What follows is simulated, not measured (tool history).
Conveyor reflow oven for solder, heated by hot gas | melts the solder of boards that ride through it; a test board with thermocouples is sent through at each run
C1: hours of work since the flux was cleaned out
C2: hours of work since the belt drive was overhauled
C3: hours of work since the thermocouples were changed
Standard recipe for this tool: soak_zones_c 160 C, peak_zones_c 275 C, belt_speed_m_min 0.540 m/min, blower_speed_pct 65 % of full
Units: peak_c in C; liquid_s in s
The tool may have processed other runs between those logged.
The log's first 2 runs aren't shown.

run 3 day=0.771 | soak_zones_c=160 peak_zones_c=275 belt_speed_m_min=0.583 blower_speed_pct=65 | C1=14 C2=132 C3=143 | peak_c=248.6 liquid_s=45.1
run 4 day=1.342 | soak_zones_c=160 peak_zones_c=275 belt_speed_m_min=0.583 blower_speed_pct=65 | C1=21 C2=139 C3=150 | peak_c=248.7 liquid_s=45.3
run 5 day=1.883 | soak_zones_c=160 peak_zones_c=275 belt_speed_m_min=0.540 blower_speed_pct=65 | C1=27 C2=145 C3=156 | peak_c=251.9 liquid_s=52.0
run 6 day=2.150 | soak_zones_c=160 peak_zones_c=275 belt_speed_m_min=0.461 blower_speed_pct=65 | C1=31 C2=148 C3=159 | peak_c=258.0 liquid_s=67.6
run 7 day=2.662 | soak_zones_c=160 peak_zones_c=275 belt_speed_m_min=0.461 blower_speed_pct=65 | C1=37 C2=154 C3=165 | peak_c=258.2 liquid_s=67.7
run 8 day=3.321 | soak_zones_c=160 peak_zones_c=275 belt_speed_m_min=0.461 blower_speed_pct=65 | C1=44 C2=162 C3=173 | peak_c=258.0 liquid_s=67.7
run 9 day=3.738 | soak_zones_c=160 peak_zones_c=285 belt_speed_m_min=0.461 blower_speed_pct=65 | C1=49 C2=167 C3=178 | peak_c=267.4 liquid_s=73.5
run 10 day=4.062 | soak_zones_c=160 peak_zones_c=275 belt_speed_m_min=0.540 blower_speed_pct=65 | C1=53 C2=171 C3=181 | peak_c=251.8 liquid_s=52.8
run 11 day=4.538 | soak_zones_c=160 peak_zones_c=275 belt_speed_m_min=0.540 blower_speed_pct=65 | C1=59 C2=176 C3=187 | peak_c=251.9 liquid_s=52.3
run 12 day=5.142 | soak_zones_c=166 peak_zones_c=275 belt_speed_m_min=0.540 blower_speed_pct=65 | C1=66 C2=183 C3=194 | peak_c=253.2 liquid_s=55.1
run 13 day=5.521 | soak_zones_c=166 peak_zones_c=275 belt_speed_m_min=0.540 blower_speed_pct=65 | C1=70 C2=188 C3=199 | peak_c=253.2 liquid_s=55.0
run 14 day=5.988 | soak_zones_c=166 peak_zones_c=275 belt_speed_m_min=0.540 blower_speed_pct=65 | C1=76 C2=193 C3=204 | peak_c=253.3 liquid_s=55.1
run 15 day=6.362 | soak_zones_c=166 peak_zones_c=275 belt_speed_m_min=0.540 blower_speed_pct=65 | C1=80 C2=198 C3=208 | peak_c=253.3 liquid_s=55.3
run 16 day=6.758 | soak_zones_c=160 peak_zones_c=282 belt_speed_m_min=0.622 blower_speed_pct=65 | C1=85 C2=202 C3=213 | peak_c=251.5 liquid_s=43.9
run 17 day=7.183 | soak_zones_c=165 peak_zones_c=271 belt_speed_m_min=0.540 blower_speed_pct=65 | C1=90 C2=207 C3=218 | peak_c=249.5 liquid_s=52.1
run 18 day=7.488 | soak_zones_c=165 peak_zones_c=271 belt_speed_m_min=0.540 blower_speed_pct=65 | C1=93 C2=211 C3=222 | peak_c=249.8 liquid_s=52.4
run 19 day=7.912 | soak_zones_c=165 peak_zones_c=271 belt_speed_m_min=0.540 blower_speed_pct=65 | C1=98 C2=216 C3=227 | peak_c=249.3 liquid_s=52.2
run 20 day=8.375 | soak_zones_c=165 peak_zones_c=271 belt_speed_m_min=0.540 blower_speed_pct=65 | C1=104 C2=221 C3=232 | peak_c=249.7 liquid_s=51.9
run 21 day=8.867 | soak_zones_c=160 peak_zones_c=267 belt_speed_m_min=0.540 blower_speed_pct=82 | C1=109 C2=227 C3=238 | peak_c=250.3 liquid_s=53.3
run 22 day=9.346 | soak_zones_c=160 peak_zones_c=273 belt_speed_m_min=0.456 blower_speed_pct=82 | C1=115 C2=233 C3=243 | peak_c=261.3 liquid_s=72.6
run 23 day=9.812 | soak_zones_c=160 peak_zones_c=273 belt_speed_m_min=0.456 blower_speed_pct=82 | C1=120 C2=238 C3=249 | peak_c=261.7 liquid_s=72.6
run 24 day=10.192 | soak_zones_c=160 peak_zones_c=273 belt_speed_m_min=0.456 blower_speed_pct=82 | C1=125 C2=242 C3=253 | peak_c=261.5 liquid_s=72.5
run 25 day=10.754 | soak_zones_c=160 peak_zones_c=273 belt_speed_m_min=0.456 blower_speed_pct=82 | C1=132 C2=249 C3=260 | peak_c=261.9 liquid_s=72.8
run 26 day=11.267 | soak_zones_c=158 peak_zones_c=273 belt_speed_m_min=0.635 blower_speed_pct=82 | C1=138 C2=255 C3=266 | peak_c=250.0 liquid_s=42.4

What does the tool deliver on the next run?
run 27 day=11.771 | soak_zones_c=158 peak_zones_c=273 belt_speed_m_min=0.635 blower_speed_pct=82 | C1=143 C2=261 C3=272 | peak_c=? liquid_s=?

{"run 27": {"peak_c": 249.6, "liquid_s": 42.2}}
Had the tool carried no hidden state, the very same run would have given peak_c 249.6 C, liquid_s 42.2 s.
